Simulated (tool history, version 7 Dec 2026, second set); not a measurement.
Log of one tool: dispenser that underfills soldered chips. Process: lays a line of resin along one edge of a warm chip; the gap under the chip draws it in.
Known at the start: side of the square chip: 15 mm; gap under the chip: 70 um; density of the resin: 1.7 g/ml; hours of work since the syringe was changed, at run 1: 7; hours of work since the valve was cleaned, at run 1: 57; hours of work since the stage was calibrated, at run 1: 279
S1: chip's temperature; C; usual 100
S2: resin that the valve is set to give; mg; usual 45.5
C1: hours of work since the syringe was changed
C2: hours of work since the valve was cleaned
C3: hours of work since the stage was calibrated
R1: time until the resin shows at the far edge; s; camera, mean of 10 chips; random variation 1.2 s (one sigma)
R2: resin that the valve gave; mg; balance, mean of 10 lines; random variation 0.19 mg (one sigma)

{"run": 1, "day": 0.0, "S1": 100, "S2": 45.5, "C1": 7, "C2": 57, "C3": 279, "R1": 172.4, "R2": 43.93}
{"day": 0.171, "done": "new syringe of resin"}
{"run": 2, "day": 0.421, "S1": 100, "S2": 45.5, "C1": 5, "C2": 64, "C3": 287, "R1": 155.7, "R2": 44.0}
{"day": 0.75, "done": "new syringe of resin"}
{"run": 3, "day": 0.838, "S1": 100, "S2": 45.5, "C1": 2, "C2": 72, "C3": 294, "R1": 139.5, "R2": 43.05}
{"run": 4, "day": 1.154, "S1": 100, "S2": 50.6, "C1": 8, "C2": 78, "C3": 300, "R1": 173.5, "R2": 48.13}
{"day": 1.225, "done": "dispensing valve cleaned and set on the balance"}
{"day": 1.367, "done": "new syringe of resin"}
{"run": 5, "day": 1.571, "S1": 90, "S2": 50.6, "C1": 4, "C2": 6, "C3": 307, "R1": 211.4, "R2": 50.25}
{"day": 1.921, "done": "new syringe of resin"}
{"run": 6, "day": 1.983, "S1": 100, "S2": 49.6, "C1": 1, "C2": 14, "C3": 314, "R1": 131.1, "R2": 49.12}
{"run": 7, "day": 2.35, "S1": 113, "S2": 45.5, "C1": 8, "C2": 20, "C3": 321, "R1": 106.2, "R2": 44.95}
{"day": 2.467, "done": "new syringe of resin"}
{"run": 8, "day": 2.658, "S1": 113, "S2": 45.5, "C1": 4, "C2": 26, "C3": 326, "R1": 90.8, "R2": 44.78}
{"day": 3.033, "done": "new syringe of resin"}
{"run": 9, "day": 3.133, "S1": 113, "S2": 45.5, "C1": 2, "C2": 35, "C3": 335, "R1": 86.4, "R2": 44.74}
{"run": 10, "day": 3.438, "S1": 114, "S2": 43.3, "C1": 8, "C2": 40, "C3": 341, "R1": 105.5, "R2": 42.09}
{"day": 3.6, "done": "new syringe of resin"}
{"run": 11, "day": 3.775, "S1": 85, "S2": 45.5, "C1": 3, "C2": 46, "C3": 347, "R1": 264.4, "R2": 44.27}
{"run": 12, "day": 4.046, "S1": 103, "S2": 45.5, "C1": 8, "C2": 51, "C3": 352, "R1": 158.9, "R2": 44.37}
{"day": 4.146, "done": "new syringe of resin"}
{"run": 13, "day": 4.379, "S1": 87, "S2": 57.9, "C1": 4, "C2": 57, "C3": 358, "R1": 257.1, "R2": 56.32}
{"day": 4.704, "done": "new syringe of resin"}
{"run": 14, "day": 4.817, "S1": 87, "S2": 57.9, "C1": 2, "C2": 65, "C3": 366, "R1": 231.7, "R2": 55.73}
{"run": 15, "day": 5.054, "S1": 97, "S2": 43.9, "C1": 7, "C2": 70, "C3": 370, "R1": 185.5, "R2": 41.71}

5 ways to go on from here, each from the tool as it stands after run 15. What would each give?
{"day": 5.283, "done": "new syringe of resin"}
{"run": "A", "day": 5.504, "S1": 100, "S2": 47.4, "C1": 4, "C2": 78, "C3": 378, "R1": "?", "R2": "?"}
{"day": 5.283, "done": "new syringe of resin"}
{"run": "B", "day": 5.504, "S1": 105, "S2": 54.1, "C1": 4, "C2": 78, "C3": 378, "R1": "?", "R2": "?"}
{"day": 5.283, "done": "new syringe of resin"}
{"run": "C", "day": 5.504, "S1": 103, "S2": 46.8, "C1": 4, "C2": 78, "C3": 378, "R1": "?", "R2": "?"}
{"day": 5.283, "done": "new syringe of resin"}
{"run": "D", "day": 5.504, "S1": 112, "S2": 54.9, "C1": 4, "C2": 78, "C3": 378, "R1": "?", "R2": "?"}
{"day": 5.283, "done": "new syringe of resin"}
{"run": "E", "day": 5.504, "S1": 111, "S2": 45.5, "C1": 4, "C2": 78, "C3": 378, "R1": "?", "R2": "?"}

run=A R1=152.6 R2=44.82
run=B R1=126.8 R2=51.32
run=C R1=136.5 R2=44.79
run=D R1=98.1 R2=52.37
run=E R1=101.6 R2=43.03
Without the tool's hidden state the same runs would have given:
run=A R1=120.0 R2=47.14
run=B R1=100.1 R2=53.98
run=C R1=107.4 R2=47.11
run=D R1=77.6 R2=55.09
run=E R1=80.1 R2=45.25

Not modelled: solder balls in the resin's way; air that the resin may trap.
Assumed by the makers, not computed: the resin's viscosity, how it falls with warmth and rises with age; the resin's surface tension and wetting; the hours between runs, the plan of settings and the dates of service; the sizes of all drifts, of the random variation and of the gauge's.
